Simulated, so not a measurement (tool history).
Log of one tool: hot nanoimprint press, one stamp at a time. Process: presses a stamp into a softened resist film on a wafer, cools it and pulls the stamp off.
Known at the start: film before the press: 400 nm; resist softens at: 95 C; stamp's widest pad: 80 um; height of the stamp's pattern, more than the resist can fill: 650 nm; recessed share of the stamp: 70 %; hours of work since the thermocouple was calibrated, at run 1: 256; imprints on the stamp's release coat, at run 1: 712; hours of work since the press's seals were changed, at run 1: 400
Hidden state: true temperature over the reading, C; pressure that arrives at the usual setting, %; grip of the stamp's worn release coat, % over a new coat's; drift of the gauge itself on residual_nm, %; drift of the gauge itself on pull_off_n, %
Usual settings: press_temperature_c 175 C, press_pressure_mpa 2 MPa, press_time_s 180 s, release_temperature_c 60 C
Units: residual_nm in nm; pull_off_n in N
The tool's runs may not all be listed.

run    day  press_temperature_c  press_pressure_mpa  press_time_s  release_temperature_c  hours of work since the thermocouple was calibrated  imprints on the stamp's release coat  hours of work since the press's seals were changed  residual_nm  pull_off_n
  1      0                  175                   2           180                     60                                                  256                                   712                                                 400        200.3         156
  2  0.392                  175                   2           180                     60                                                  261                                   738                                                 404        202.1         157
  3  1.292                  175                   2           175                     60                                                  271                                   796                                                 415        200.3         150
  4   1.85                  175                   2           175                     60                                                  277                                   833                                                 421        202.8         153
  5  2.579                  175                   2           175                     60                                                  286                                   880                                                 430        201.3         155
  6  3.446                  186                   2           175                     60                                                  296                                   936                                                 440        133.1         159
  7  4.054                  186                   2           175                     60                                                  303                                   976                                                 447        133.4         158
  8  4.812                  186                   2           175                     60                                                  312                                  1025                                                 455        135.2         161
  9  5.288                  186                1.82           175                     65                                                  317                                  1056                                                 461        139.9         139
 10  5.904                  177                   2           233                     60                                                  324                                  1096                                                 468        167.3         161
 11  6.671                  177                   2           233                     60                                                  333                                  1146                                                 477        166.9         155
 12    7.4                  185                1.22           103                     54                                                  341                                  1193                                                 485        213.8         172
 13  8.162                  185                1.55           180                     56                                                  350                                  1243                                                 494        156.9         161
 14  8.583                  185                1.55           180                     56                                                  355                                  1271                                                 499        155.6         173
 15  9.054                  185                1.55           180                     56                                                  360                                  1301                                                 504          156         165

Forecast each of these 5 alternatives for the next run:
  A  9.775                  185                1.55           183                     53                                                  369                                  1348                                                 513            ?           ?
  B  9.775                  185                1.61           191                     56                                                  369                                  1348                                                 513            ?           ?
  C  9.775                  183                   2           180                     53                                                  369                                  1348                                                 513            ?           ?
  D  9.775                  171                1.55           180                     65                                                  369                                  1348                                                 513            ?           ?
  E  9.775                  175                 1.6           180                     46                                                  369                                  1348                                                 513            ?           ?

run  residual_nm  pull_off_n
  A        154.9         180
  B        148.1         162
  C        149.1         182
  D        255.3         142
  E        220.4         205
Without the tool's hidden state the same runs would have given:
run  residual_nm  pull_off_n
  A        154.8         179
  B          148         161
  C        149.1         181
  D        255.2         141
  E        220.3         204
